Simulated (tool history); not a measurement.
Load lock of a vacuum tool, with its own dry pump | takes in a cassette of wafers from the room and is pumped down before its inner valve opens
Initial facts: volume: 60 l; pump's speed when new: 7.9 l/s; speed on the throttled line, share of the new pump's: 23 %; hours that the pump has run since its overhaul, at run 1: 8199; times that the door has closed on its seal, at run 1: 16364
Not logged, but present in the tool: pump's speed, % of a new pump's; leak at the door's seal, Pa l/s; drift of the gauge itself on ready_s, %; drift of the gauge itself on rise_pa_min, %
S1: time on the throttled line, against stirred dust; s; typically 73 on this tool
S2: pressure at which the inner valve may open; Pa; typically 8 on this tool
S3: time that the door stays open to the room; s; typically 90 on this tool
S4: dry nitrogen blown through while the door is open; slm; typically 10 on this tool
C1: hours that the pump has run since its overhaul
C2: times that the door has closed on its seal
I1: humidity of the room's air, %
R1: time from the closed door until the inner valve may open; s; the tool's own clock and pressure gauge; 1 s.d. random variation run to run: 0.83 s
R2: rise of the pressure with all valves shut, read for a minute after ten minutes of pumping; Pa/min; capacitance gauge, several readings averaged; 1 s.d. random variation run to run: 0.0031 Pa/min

| run | hour | S1 | S2 | S3 | S4 | C1 | C2 | I1 | R1 | R2 |
|---|---|---|---|---|---|---|---|---|---|---|
| 1 | 0.0 | 73 | 8 | 90 | 10 | 8199 | 16364 | 47.8 | 142.1 | 0.311 |
| 2 | 391.4 | 73 | 8 | 90 | 10 | 8590 | 17839 | 41.2 | 145.7 | 0.327 |
| 3 | 828.5 | 73 | 8 | 90 | 10 | 9027 | 19485 | 45.1 | 146.1 | 0.377 |
| 4 | 1118.5 | 73 | 8 | 90 | 10 | 9317 | 20578 | 47.9 | 146.5 | 0.395 |
| 5 | 1390.5 | 73 | 8 | 90 | 10 | 9589 | 21602 | 45.5 | 147.8 | 0.405 |
|  | 1662.8 | dry pump taken out, an overhauled one fitted |
| 6 | 1706.6 | 73 | 8 | 90 | 10 | 44 | 22770 | 43.6 | 128.1 | 0.437 |
| 7 | 2070.6 | 73 | 8 | 90 | 28 | 408 | 24142 | 44.8 | 130.0 | 0.450 |
| 8 | 2455.0 | 73 | 8 | 90 | 7 | 792 | 25590 | 44.7 | 130.3 | 0.516 |
| 9 | 2937.6 | 73 | 8 | 90 | 7 | 1275 | 27408 | 45.5 | 130.1 | 0.551 |
| 10 | 3167.1 | 73 | 8 | 90 | 13 | 1504 | 28272 | 45.9 | 132.1 | 0.560 |
| 11 | 3511.4 | 73 | 8 | 90 | 5 | 1849 | 29569 | 46.9 | 132.2 | 0.627 |
|  | 3609.0 | door's seal changed, seat wiped |
| 12 | 4021.4 | 73 | 8 | 90 | 10 | 2357 | 1554 | 42.0 | 132.7 | 0.082 |
| 13 | 4282.8 | 73 | 8 | 90 | 10 | 2619 | 2539 | 47.7 | 134.7 | 0.099 |
| 14 | 4819.0 | 73 | 8 | 90 | 10 | 3155 | 4558 | 43.8 | 134.6 | 0.110 |
| 15 | 5345.2 | 68 | 8 | 29 | 5 | 3681 | 6541 | 40.5 | 130.7 | 0.087 |
| 16 | 5703.8 | 71 | 8 | 102 | 10 | 4040 | 7891 | 47.2 | 136.1 | 0.147 |
| 17 | 6116.4 | 78 | 13 | 102 | 10 | 4452 | 9446 | 44.4 | 137.0 | 0.158 |
| 18 | 6553.6 | 73 | 14 | 90 | 6 | 4889 | 11093 | 40.6 | 134.5 | 0.174 |
| 19 | 6886.8 | 73 | 14 | 90 | 6 | 5223 | 12348 | 45.8 | 134.8 | 0.196 |
| 20 | 7195.6 | 73 | 14 | 90 | 6 | 5531 | 13511 | 46.5 | 133.3 | 0.219 |
| 21 | 7738.2 | 52 | 14 | 117 | 6 | 6074 | 15555 | 45.6 | 120.3 | 0.274 |
| 22 | 8167.3 | 52 | 14 | 117 | 6 | 6503 | 17172 | 45.0 | 122.1 | 0.294 |
| 23 | 8520.2 | 112 | 14 | 42 | 5 | 6856 | 18501 | 41.8 | 163.3 | 0.266 |
| 24 | 9022.6 | 112 | 14 | 111 | 7 | 7358 | 20393 | 45.4 | 166.6 | 0.355 |
| 25 | 9402.3 | 145 | 16 | 77 | 41 | 7738 | 21824 | 46.6 | 189.4 | 0.335 |
| 26 | 9854.7 | 145 | 16 | 77 | 41 | 8190 | 23528 | 44.4 | 188.4 | 0.368 |
| 27 | 10278.0 | 47 | 8 | 90 | 10 | 8614 | 25122 | 44.0 | 129.4 | 0.445 |
| 28 | 10796.3 | 120 | 8 | 109 | 6 | 9132 | 27075 | 47.3 | 179.6 | 0.507 |

Each row is a separate what-if for the run after 28, all from the same tool condition, not one after another. Results?
| A | 11047.0 | 129 | 8 | 90 | 10 | 9383 | 28019 | 43.2 | ? | ? |
| B | 11047.0 | 59 | 12 | 142 | 10 | 9383 | 28019 | 43.2 | ? | ? |
| C | 11047.0 | 120 | 8 | 64 | 12 | 9383 | 28019 | 44.2 | ? | ? |
| D | 11047.0 | 47 | 9 | 90 | 10 | 9383 | 28019 | 42.0 | ? | ? |
| E | 11047.0 | 120 | 8 | 108 | 4 | 9383 | 28019 | 48.0 | ? | ? |

| run | R1 | R2 |
|---|---|---|
| A | 191.8 | 0.502 |
| B | 137.2 | 0.526 |
| C | 183.5 | 0.482 |
| D | 131.5 | 0.503 |
| E | 180.2 | 0.548 |
The same runs, with their run-to-run variation unchanged, on a tool lacking any hidden condition would have given:
| run | R1 | R2 |
|---|---|---|
| A | 174.6 | 0.073 |
| B | 115.4 | 0.103 |
| C | 165.8 | 0.055 |
| D | 107.7 | 0.072 |
| E | 162.6 | 0.112 |
